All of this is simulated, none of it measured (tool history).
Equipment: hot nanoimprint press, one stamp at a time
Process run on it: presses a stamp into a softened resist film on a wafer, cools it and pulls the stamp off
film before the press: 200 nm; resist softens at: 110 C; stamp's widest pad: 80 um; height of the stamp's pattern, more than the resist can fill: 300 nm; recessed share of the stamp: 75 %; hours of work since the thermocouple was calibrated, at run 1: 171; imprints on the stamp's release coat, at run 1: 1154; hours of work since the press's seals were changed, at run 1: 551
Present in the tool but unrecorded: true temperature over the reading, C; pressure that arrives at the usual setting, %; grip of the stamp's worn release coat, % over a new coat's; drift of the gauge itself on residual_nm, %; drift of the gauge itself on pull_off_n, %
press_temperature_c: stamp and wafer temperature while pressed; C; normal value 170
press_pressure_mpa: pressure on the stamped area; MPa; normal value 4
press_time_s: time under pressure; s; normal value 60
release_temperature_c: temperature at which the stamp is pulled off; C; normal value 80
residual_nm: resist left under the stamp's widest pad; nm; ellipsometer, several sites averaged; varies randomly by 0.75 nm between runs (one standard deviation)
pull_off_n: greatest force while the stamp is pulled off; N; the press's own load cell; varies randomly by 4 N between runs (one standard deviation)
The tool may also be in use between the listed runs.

| run | day | press_temperature_c | press_pressure_mpa | press_time_s | release_temperature_c | hours of work since the thermocouple was calibrated | imprints on the stamp's release coat | hours of work since the press's seals were changed | residual_nm | pull_off_n |
|---|---|---|---|---|---|---|---|---|---|---|
| 1 | 0 | 170 | 4 | 60 | 80 | 171 | 1154 | 551 | 90.3 | 231 |
| 2 | 2.15 | 170 | 3.7 | 60 | 80 | 207 | 1401 | 587 | 92.3 | 239 |
|  | 3.079 | stamp cleaned and given a new release coat |
| 3 | 4.812 | 170 | 4 | 60 | 80 | 248 | 199 | 628 | 88.9 | 196 |
| 4 | 6.771 | 170 | 4 | 60 | 80 | 281 | 423 | 662 | 88.2 | 207 |
| 5 | 9.904 | 170 | 4 | 60 | 80 | 335 | 782 | 715 | 86.8 | 217 |
| 6 | 12.071 | 170 | 4 | 60 | 80 | 371 | 1031 | 751 | 86.7 | 226 |
| 7 | 15.662 | 170 | 4 | 60 | 80 | 432 | 1442 | 812 | 85.1 | 230 |
|  | 16.188 | stamp cleaned and given a new release coat |
|  | 17.421 | press's hydraulic seals changed and the load cell set to zero |
|  | 18.933 | plate thermocouple calibrated |
| 8 | 19.55 | 170 | 4 | 60 | 80 | 10 | 333 | 34 | 79 | 202 |
| 9 | 21.283 | 170 | 4 | 60 | 80 | 40 | 531 | 63 | 78.5 | 207 |
| 10 | 24.888 | 170 | 4.92 | 60 | 80 | 101 | 945 | 125 | 70.1 | 217 |
| 11 | 28.046 | 170 | 4 | 60 | 81 | 155 | 1307 | 178 | 75.6 | 226 |
|  | 29.829 | stamp cleaned and given a new release coat |
| 12 | 30.396 | 170 | 4 | 60 | 81 | 190 | 66 | 214 | 75.1 | 191 |
| 13 | 32.633 | 170 | 4 | 114 | 68 | 228 | 322 | 252 | 55.9 | 216 |
|  | 33.988 | plate thermocouple calibrated, once more |
| 14 | 35.158 | 170 | 4 | 114 | 68 | 20 | 597 | 292 | 69.6 | 235 |
| 15 | 37.204 | 170 | 4.97 | 60 | 85 | 55 | 832 | 327 | 83.6 | 212 |
| 16 | 39.283 | 170 | 4.97 | 60 | 85 | 90 | 1070 | 362 | 82.4 | 214 |
| 17 | 40.825 | 181 | 4 | 41 | 70 | 116 | 1247 | 389 | 58.1 | 253 |
|  | 43.125 | stamp cleaned and given a new release coat |
| 18 | 43.125 | 177 | 4 | 60 | 67 | 151 | 0 | 423 | 61.4 | 204 |
| 19 | 44.721 | 170 | 4.67 | 60 | 79 | 178 | 183 | 451 | 83.4 | 201 |
| 20 | 46.7 | 160 | 4.67 | 77 | 79 | 211 | 410 | 484 | 124.5 | 203 |

What will run 21 give?
| 21 | 49.625 | 160 | 4.67 | 77 | 79 | 261 | 745 | 534 | ? | ? |

Run 21 yielded residual_nm 125.1 nm, pull_off_n 218 N.
Were there no unlogged condition in the tool, this run, its random variation unchanged, would have produced residual_nm 132.5 nm, pull_off_n 196 N.
